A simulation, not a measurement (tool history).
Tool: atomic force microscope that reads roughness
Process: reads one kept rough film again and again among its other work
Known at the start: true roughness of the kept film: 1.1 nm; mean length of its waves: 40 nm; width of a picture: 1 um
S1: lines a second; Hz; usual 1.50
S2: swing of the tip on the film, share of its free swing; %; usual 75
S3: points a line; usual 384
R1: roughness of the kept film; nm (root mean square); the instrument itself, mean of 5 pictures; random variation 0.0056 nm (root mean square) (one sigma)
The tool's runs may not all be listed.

run 1 hour=0.0 | S1=1.50 S2=75 S3=384 | R1=0.966
run 2 hour=9.5 | S1=1.50 S2=75 S3=384 | R1=0.955
run 3 hour=19.0 | S1=1.50 S2=75 S3=743 | R1=0.943
run 4 hour=23.8 | S1=1.50 S2=75 S3=743 | R1=0.946
run 5 hour=31.5 | S1=1.50 S2=75 S3=743 | R1=0.941
run 6 hour=41.0 | S1=1.50 S2=75 S3=743 | R1=0.943
run 7 hour=49.7 | S1=1.50 S2=75 S3=743 | R1=0.946
run 8 hour=57.4 | S1=0.73 S2=75 S3=384 | R1=0.992
run 9 hour=62.3 | S1=0.71 S2=75 S3=384 | R1=1.000
run 10 hour=68.4 | S1=0.71 S2=75 S3=384 | R1=0.994
-- hour=70.1 new tip fitted
run 11 hour=74.4 | S1=0.71 S2=75 S3=384 | R1=1.023
run 12 hour=83.0 | S1=3.80 S2=75 S3=384 | R1=0.842
run 13 hour=90.7 | S1=3.80 S2=75 S3=384 | R1=0.833
run 14 hour=100.1 | S1=1.50 S2=87 S3=384 | R1=0.891
run 15 hour=104.5 | S1=1.50 S2=75 S3=626 | R1=0.963
run 16 hour=111.2 | S1=1.50 S2=75 S3=509 | R1=0.958
run 17 hour=120.3 | S1=3.08 S2=75 S3=384 | R1=0.857
run 18 hour=124.3 | S1=3.08 S2=85 S3=384 | R1=0.774
run 19 hour=132.6 | S1=3.08 S2=85 S3=384 | R1=0.770
run 20 hour=140.6 | S1=1.50 S2=75 S3=384 | R1=0.942
run 21 hour=145.0 | S1=1.50 S2=75 S3=844 | R1=0.956
run 22 hour=154.1 | S1=1.61 S2=75 S3=844 | R1=0.935
run 23 hour=161.5 | S1=3.69 S2=84 S3=280 | R1=0.726
run 24 hour=170.0 | S1=0.73 S2=65 S3=585 | R1=1.020
run 25 hour=177.4 | S1=1.50 S2=75 S3=979 | R1=0.930
-- hour=186.0 new tip fitted
run 26 hour=186.5 | S1=3.75 S2=82 S3=811 | R1=0.776
-- hour=188.0 height scale calibrated on a step standard
run 27 hour=194.0 | S1=3.09 S2=63 S3=619 | R1=0.971
run 28 hour=202.0 | S1=0.70 S2=69 S3=378 | R1=1.034
run 29 hour=208.1 | S1=1.00 S2=86 S3=804 | R1=0.962
-- hour=213.6 height scale calibrated on a step standard, once more
run 30 hour=213.6 | S1=1.50 S2=74 S3=501 | R1=0.966
run 31 hour=218.8 | S1=1.50 S2=74 S3=501 | R1=0.975
run 32 hour=224.7 | S1=3.29 S2=58 S3=501 | R1=0.992
run 33 hour=231.4 | S1=3.02 S2=66 S3=384 | R1=0.934
run 34 hour=235.7 | S1=3.02 S2=66 S3=384 | R1=0.931
run 35 hour=241.7 | S1=0.68 S2=75 S3=998 | R1=1.021
run 36 hour=245.9 | S1=1.80 S2=88 S3=720 | R1=0.853
run 37 hour=253.1 | S1=0.97 S2=85 S3=560 | R1=0.944
run 38 hour=261.1 | S1=0.57 S2=76 S3=599 | R1=1.021
run 39 hour=270.2 | S1=0.57 S2=76 S3=599 | R1=1.014
run 40 hour=275.2 | S1=2.29 S2=55 S3=540 | R1=0.999
run 41 hour=282.7 | S1=1.50 S2=64 S3=712 | R1=0.993

Forecast each of these 5 alternatives for the next run:
run A hour=288.7 | S1=0.71 S2=64 S3=549 | R1=?
run B hour=288.7 | S1=1.50 S2=70 S3=712 | R1=?
run C hour=288.7 | S1=1.50 S2=58 S3=712 | R1=?
run D hour=288.7 | S1=2.15 S2=75 S3=382 | R1=?
run E hour=288.7 | S1=1.50 S2=75 S3=527 | R1=?

run=A R1=1.017
run=B R1=0.958
run=C R1=1.004
run=D R1=0.887
run=E R1=0.937
Without the tool's hidden state the same runs would have given:
run=A R1=1.052
run=B R1=0.990
run=C R1=1.038
run=D R1=0.918
run=E R1=0.969
